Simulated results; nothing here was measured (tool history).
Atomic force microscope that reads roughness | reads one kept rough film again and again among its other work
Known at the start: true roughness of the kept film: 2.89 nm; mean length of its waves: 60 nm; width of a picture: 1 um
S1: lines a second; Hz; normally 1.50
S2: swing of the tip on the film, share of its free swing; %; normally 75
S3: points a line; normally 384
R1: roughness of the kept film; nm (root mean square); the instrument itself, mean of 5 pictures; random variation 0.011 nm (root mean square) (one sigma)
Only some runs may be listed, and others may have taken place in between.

Run 1, hour 0.0: usual settings. Result: R1 2.530 nm (root mean square).
Run 2, hour 73.9: usual settings. Result: R1 2.491 nm (root mean square).
Run 3, hour 132.5: usual settings but S3 466. Result: R1 2.479 nm (root mean square).
At hour 185.1: new tip fitted.
Run 4, hour 193.5: usual settings. Result: R1 2.601 nm (root mean square).
Run 5, hour 271.3: usual settings. Result: R1 2.588 nm (root mean square).
Run 6, hour 336.1: usual settings. Result: R1 2.558 nm (root mean square).
Run 7, hour 391.1: usual settings. Result: R1 2.517 nm (root mean square).
At hour 441.5: height scale calibrated on a step standard.
Run 8, hour 459.8: usual settings. Result: R1 2.518 nm (root mean square).
At hour 502.0: new tip fitted.
Run 9, hour 522.8: usual settings but S3 459. Result: R1 2.642 nm (root mean square).
Run 10, hour 557.7: usual settings but S3 459. Result: R1 2.616 nm (root mean square).
Run 11, hour 615.8: usual settings but S3 459. Result: R1 2.582 nm (root mean square).
Run 12, hour 684.1: usual settings. Result: R1 2.560 nm (root mean square).
Run 13, hour 743.6: usual settings. Result: R1 2.527 nm (root mean square).
Run 14, hour 776.5: usual settings. Result: R1 2.516 nm (root mean square).
At hour 817.3: new tip fitted.
Run 15, hour 851.8: usual settings. Result: R1 2.614 nm (root mean square).
Run 16, hour 909.8: usual settings. Result: R1 2.584 nm (root mean square).
Run 17, hour 957.7: usual settings. Result: R1 2.564 nm (root mean square).
Run 18, hour 1000.5: usual settings. Result: R1 2.554 nm (root mean square).
Run 19, hour 1045.6: usual settings. Result: R1 2.540 nm (root mean square).
Run 20, hour 1092.8: usual settings but S3 435. Result: R1 2.496 nm (root mean square).
At hour 1133.3: new tip fitted.
Run 21, hour 1154.0: usual settings. Result: R1 2.625 nm (root mean square).
Run 22, hour 1220.2: usual settings. Result: R1 2.600 nm (root mean square).
Run 23, hour 1255.7: usual settings. Result: R1 2.573 nm (root mean square).
Run 24, hour 1309.8: usual settings. Result: R1 2.551 nm (root mean square).
Run 25, hour 1351.7: usual settings. Result: R1 2.535 nm (root mean square).
Run 26, hour 1401.0: usual settings. Result: R1 2.521 nm (root mean square).
At hour 1449.7: new tip fitted.
Run 27, hour 1464.4: usual settings. Result: R1 2.620 nm (root mean square).
Run 28, hour 1533.0: usual settings but S1 1.53 Hz, S2 89 %, S3 291. Result: R1 2.444 nm (root mean square).
Run 29, hour 1566.6: usual settings but S1 1.05 Hz, S2 86 %. Result: R1 2.566 nm (root mean square).
Run 30, hour 1635.1: usual settings but S2 80 %, S3 361. Result: R1 2.505 nm (root mean square).
Run 31, hour 1702.0: usual settings but S2 80 %, S3 361. Result: R1 2.479 nm (root mean square).
Run 32, hour 1758.7: usual settings but S2 80 %, S3 361. Result: R1 2.456 nm (root mean square).
At hour 1766.4: new tip fitted.
Run 33, hour 1811.2: usual settings but S1 0.60 Hz, S2 73 %, S3 388. Result: R1 2.686 nm (root mean square).
Run 34, hour 1850.3: usual settings but S1 3.50 Hz, S2 82 %, S3 526. Result: R1 2.284 nm (root mean square).
Run 35, hour 1899.1: usual settings but S1 0.92 Hz, S2 82 %, S3 334. Result: R1 2.564 nm (root mean square).
Run 36, hour 1943.6: usual settings but S1 0.92 Hz, S2 82 %, S3 334. Result: R1 2.531 nm (root mean square).
Run 37, hour 1986.5: usual settings but S2 88 %. Result: R1 2.376 nm (root mean square).
Run 38, hour 2050.3: usual settings but S1 0.94 Hz, S2 60 %. Result: R1 2.591 nm (root mean square).
At hour 2080.0: new tip fitted.
Run 39, hour 2105.3: usual settings but S1 0.94 Hz, S2 60 %. Result: R1 2.720 nm (root mean square).
Run 40, hour 2182.8: usual settings but S1 3.62 Hz, S2 65 %, S3 300. Result: R1 2.527 nm (root mean square).
Run 41, hour 2237.9: usual settings but S1 3.62 Hz, S2 65 %, S3 300. Result: R1 2.498 nm (root mean square).
Run 42, hour 2297.6: usual settings but S1 3.41 Hz, S3 834. Result: R1 2.344 nm (root mean square).
Run 43, hour 2369.9: usual settings but S1 0.52 Hz, S2 59 %, S3 818. Result: R1 2.611 nm (root mean square).
At hour 2394.5: new tip fitted.
Run 44, hour 2443.6: usual settings but S1 1.00 Hz, S2 71 %. Result: R1 2.644 nm (root mean square).
Run 45, hour 2511.9: usual settings but S1 1.00 Hz, S2 71 %. Result: R1 2.642 nm (root mean square).

Run 46 is up next; what results do you expect?
Run 46, hour 2572.0: usual settings but S1 0.92 Hz, S2 57 %, S3 760. Result: R1 ?.

Run 46 measured R1 2.675 nm (root mean square).
Take away the tool's hidden state, keep the run-to-run variation as it was, and the same run would have given R1 2.784 nm (root mean square).
